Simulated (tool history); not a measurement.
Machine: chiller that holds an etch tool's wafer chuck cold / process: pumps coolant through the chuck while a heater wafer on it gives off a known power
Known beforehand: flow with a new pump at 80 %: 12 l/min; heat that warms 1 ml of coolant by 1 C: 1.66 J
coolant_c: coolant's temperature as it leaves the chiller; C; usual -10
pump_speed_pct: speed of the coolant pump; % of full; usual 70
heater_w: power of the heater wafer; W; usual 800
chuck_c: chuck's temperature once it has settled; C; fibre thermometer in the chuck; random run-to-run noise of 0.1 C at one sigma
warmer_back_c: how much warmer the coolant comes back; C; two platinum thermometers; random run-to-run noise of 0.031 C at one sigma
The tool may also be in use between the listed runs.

{"run": 1, "hour": 0.0, "coolant_c": -10, "pump_speed_pct": 70, "heater_w": 800, "chuck_c": -4.5, "warmer_back_c": 2.81}
{"run": 2, "hour": 86.4, "coolant_c": -9, "pump_speed_pct": 70, "heater_w": 800, "chuck_c": -3.4, "warmer_back_c": 2.83}
{"run": 3, "hour": 156.8, "coolant_c": -9, "pump_speed_pct": 70, "heater_w": 800, "chuck_c": -3.4, "warmer_back_c": 2.83}
{"run": 4, "hour": 250.5, "coolant_c": -9, "pump_speed_pct": 70, "heater_w": 800, "chuck_c": -3.4, "warmer_back_c": 2.82}
{"run": 5, "hour": 329.4, "coolant_c": -9, "pump_speed_pct": 70, "heater_w": 961, "chuck_c": -2.1, "warmer_back_c": 3.39}
{"run": 6, "hour": 380.4, "coolant_c": -10, "pump_speed_pct": 70, "heater_w": 800, "chuck_c": -4.5, "warmer_back_c": 2.77}
{"run": 7, "hour": 453.2, "coolant_c": -10, "pump_speed_pct": 70, "heater_w": 800, "chuck_c": -4.5, "warmer_back_c": 2.8}
{"run": 8, "hour": 518.2, "coolant_c": -10, "pump_speed_pct": 70, "heater_w": 800, "chuck_c": -4.4, "warmer_back_c": 2.82}
{"run": 9, "hour": 584.8, "coolant_c": -10, "pump_speed_pct": 70, "heater_w": 800, "chuck_c": -4.3, "warmer_back_c": 2.81}
{"run": 10, "hour": 676.1, "coolant_c": -10, "pump_speed_pct": 70, "heater_w": 800, "chuck_c": -4.5, "warmer_back_c": 2.77}
{"run": 11, "hour": 746.0, "coolant_c": -11, "pump_speed_pct": 70, "heater_w": 800, "chuck_c": -5.5, "warmer_back_c": 2.85}
{"run": 12, "hour": 835.4, "coolant_c": -11, "pump_speed_pct": 70, "heater_w": 800, "chuck_c": -5.4, "warmer_back_c": 2.79}
{"run": 13, "hour": 917.0, "coolant_c": -11, "pump_speed_pct": 70, "heater_w": 800, "chuck_c": -5.3, "warmer_back_c": 2.79}
{"run": 14, "hour": 1002.2, "coolant_c": -11, "pump_speed_pct": 70, "heater_w": 800, "chuck_c": -5.3, "warmer_back_c": 2.82}
{"run": 15, "hour": 1066.6, "coolant_c": -11, "pump_speed_pct": 70, "heater_w": 800, "chuck_c": -5.3, "warmer_back_c": 2.81}
{"run": 16, "hour": 1168.7, "coolant_c": -11, "pump_speed_pct": 70, "heater_w": 800, "chuck_c": -5.3, "warmer_back_c": 2.87}
{"run": 17, "hour": 1250.1, "coolant_c": -1, "pump_speed_pct": 70, "heater_w": 856, "chuck_c": 5.1, "warmer_back_c": 2.98}
{"hour": 1341.5, "done": "chiller's thermometer calibrated"}
{"run": 18, "hour": 1359.5, "coolant_c": -1, "pump_speed_pct": 70, "heater_w": 856, "chuck_c": 5, "warmer_back_c": 2.96}
{"run": 19, "hour": 1440.6, "coolant_c": -12, "pump_speed_pct": 89, "heater_w": 411, "chuck_c": -9.6, "warmer_back_c": 1.13}
{"run": 20, "hour": 1563.1, "coolant_c": -19, "pump_speed_pct": 70, "heater_w": 411, "chuck_c": -16.1, "warmer_back_c": 1.43}
{"run": 21, "hour": 1631.6, "coolant_c": -8, "pump_speed_pct": 70, "heater_w": 466, "chuck_c": -4.8, "warmer_back_c": 1.65}
{"run": 22, "hour": 1690.2, "coolant_c": -10, "pump_speed_pct": 70, "heater_w": 415, "chuck_c": -7.1, "warmer_back_c": 1.49}
{"run": 23, "hour": 1766.7, "coolant_c": -10, "pump_speed_pct": 70, "heater_w": 415, "chuck_c": -6.9, "warmer_back_c": 1.44}
{"run": 24, "hour": 1845.5, "coolant_c": 0, "pump_speed_pct": 74, "heater_w": 800, "chuck_c": 5.6, "warmer_back_c": 2.68}
{"run": 25, "hour": 1946.0, "coolant_c": -9, "pump_speed_pct": 73, "heater_w": 499, "chuck_c": -5.6, "warmer_back_c": 1.69}
{"run": 26, "hour": 2027.2, "coolant_c": -9, "pump_speed_pct": 86, "heater_w": 500, "chuck_c": -6.1, "warmer_back_c": 1.35}
{"run": 27, "hour": 2090.2, "coolant_c": -5, "pump_speed_pct": 77, "heater_w": 554, "chuck_c": -1.4, "warmer_back_c": 1.71}
{"run": 28, "hour": 2206.6, "coolant_c": -5, "pump_speed_pct": 77, "heater_w": 554, "chuck_c": -1.2, "warmer_back_c": 1.71}
{"run": 29, "hour": 2272.4, "coolant_c": -5, "pump_speed_pct": 77, "heater_w": 554, "chuck_c": -1.4, "warmer_back_c": 1.72}
{"run": 30, "hour": 2387.3, "coolant_c": -13, "pump_speed_pct": 88, "heater_w": 554, "chuck_c": -9.9, "warmer_back_c": 1.53}

Alternative continuations, all from the tool just after run 30; predict every row:
{"run": "A", "hour": 2451.6, "coolant_c": -13, "pump_speed_pct": 67, "heater_w": 633, "chuck_c": "?", "warmer_back_c": "?"}
{"run": "B", "hour": 2451.6, "coolant_c": -13, "pump_speed_pct": 88, "heater_w": 752, "chuck_c": "?", "warmer_back_c": "?"}
{"run": "C", "hour": 2451.6, "coolant_c": -16, "pump_speed_pct": 65, "heater_w": 1005, "chuck_c": "?", "warmer_back_c": "?"}
{"run": "D", "hour": 2451.6, "coolant_c": -13, "pump_speed_pct": 77, "heater_w": 554, "chuck_c": "?", "warmer_back_c": "?"}
{"run": "E", "hour": 2451.6, "coolant_c": -15, "pump_speed_pct": 72, "heater_w": 659, "chuck_c": "?", "warmer_back_c": "?"}

run=A chuck_c=-8.6 warmer_back_c=2.37
run=B chuck_c=-8.5 warmer_back_c=2.06
run=C chuck_c=-8.6 warmer_back_c=3.86
run=D chuck_c=-9.2 warmer_back_c=1.73
run=E chuck_c=-10.5 warmer_back_c=2.21
Stripped of hidden state, with their random variation kept, the same runs would have yielded:
run=A chuck_c=-8.6 warmer_back_c=2.36
run=B chuck_c=-8.5 warmer_back_c=2.06
run=C chuck_c=-8.6 warmer_back_c=3.86
run=D chuck_c=-9.2 warmer_back_c=1.73
run=E chuck_c=-10.5 warmer_back_c=2.2
